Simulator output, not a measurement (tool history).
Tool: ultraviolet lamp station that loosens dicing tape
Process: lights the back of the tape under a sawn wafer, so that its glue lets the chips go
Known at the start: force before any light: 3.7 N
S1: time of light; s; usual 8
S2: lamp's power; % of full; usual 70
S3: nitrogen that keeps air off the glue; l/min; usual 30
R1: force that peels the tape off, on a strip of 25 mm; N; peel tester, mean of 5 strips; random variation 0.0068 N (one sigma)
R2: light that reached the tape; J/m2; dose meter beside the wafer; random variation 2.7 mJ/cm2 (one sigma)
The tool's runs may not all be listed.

run,hour,S1,S2,S3,R1,R2
1,0.0,8,70,30,0.337,2950
2,22.4,8,70,30,0.338,2920
3,42.0,5,70,30,0.719,1810
4,51.5,5,70,30,0.711,1790
5,62.0,5,70,30,0.736,1820
6,75.0,10,70,30,0.249,3560
# hour 82.8: window cleaned of glue's vapour
7,94.1,8,70,30,0.311,3050
8,116.4,8,70,30,0.306,3050
9,125.5,8,70,30,0.300,3030
10,143.4,8,70,19,0.423,2990
11,165.8,8,70,30,0.327,2950
12,176.2,8,70,30,0.320,3000
13,191.8,8,70,15,0.542,2930
14,208.7,8,70,15,0.531,2930
15,230.9,8,70,15,0.538,2880
16,251.8,8,68,30,0.353,2790
17,271.1,8,68,30,0.366,2770
18,292.6,8,83,30,0.260,3310
19,304.3,8,83,30,0.272,3300
20,318.3,8,83,50,0.205,3320
21,338.2,8,94,30,0.235,3720
22,350.5,8,94,30,0.242,3680
23,367.3,8,94,30,0.212,3670
24,387.7,9,85,11,0.467,3720
25,407.4,8,94,30,0.240,3630
26,423.4,8,76,30,0.330,2870
27,436.0,6,97,18,0.532,2800
28,452.4,6,97,18,0.526,2760
29,472.0,7,97,18,0.405,3160
30,493.6,13,94,25,0.153,5640
31,512.2,6,70,23,0.762,1920
32,523.2,6,86,16,0.708,2360
33,534.8,6,86,16,0.699,2350
34,544.0,13,79,30,0.174,4670
35,554.9,6,98,15,0.614,2650
36,569.0,14,70,30,0.188,4390
37,579.5,14,70,30,0.183,4390
38,597.9,8,80,39,0.275,2900
39,613.4,8,80,39,0.282,2830
40,627.3,8,98,30,0.246,3400
41,642.1,8,98,30,0.253,3420
42,657.3,14,66,15,0.325,4020
43,667.7,14,66,15,0.320,3900

Forecast each of these 3 alternatives for the next run:
A,680.7,9,86,53,?,?
B,680.7,5,85,30,?,?
C,680.7,7,70,30,?,?

run,R1,R2
A,0.204,3300
B,0.704,1810
C,0.591,2090
Without the tool's hidden state the same runs would have given:
run,R1,R2
A,0.153,4980
B,0.361,2730
C,0.302,3150

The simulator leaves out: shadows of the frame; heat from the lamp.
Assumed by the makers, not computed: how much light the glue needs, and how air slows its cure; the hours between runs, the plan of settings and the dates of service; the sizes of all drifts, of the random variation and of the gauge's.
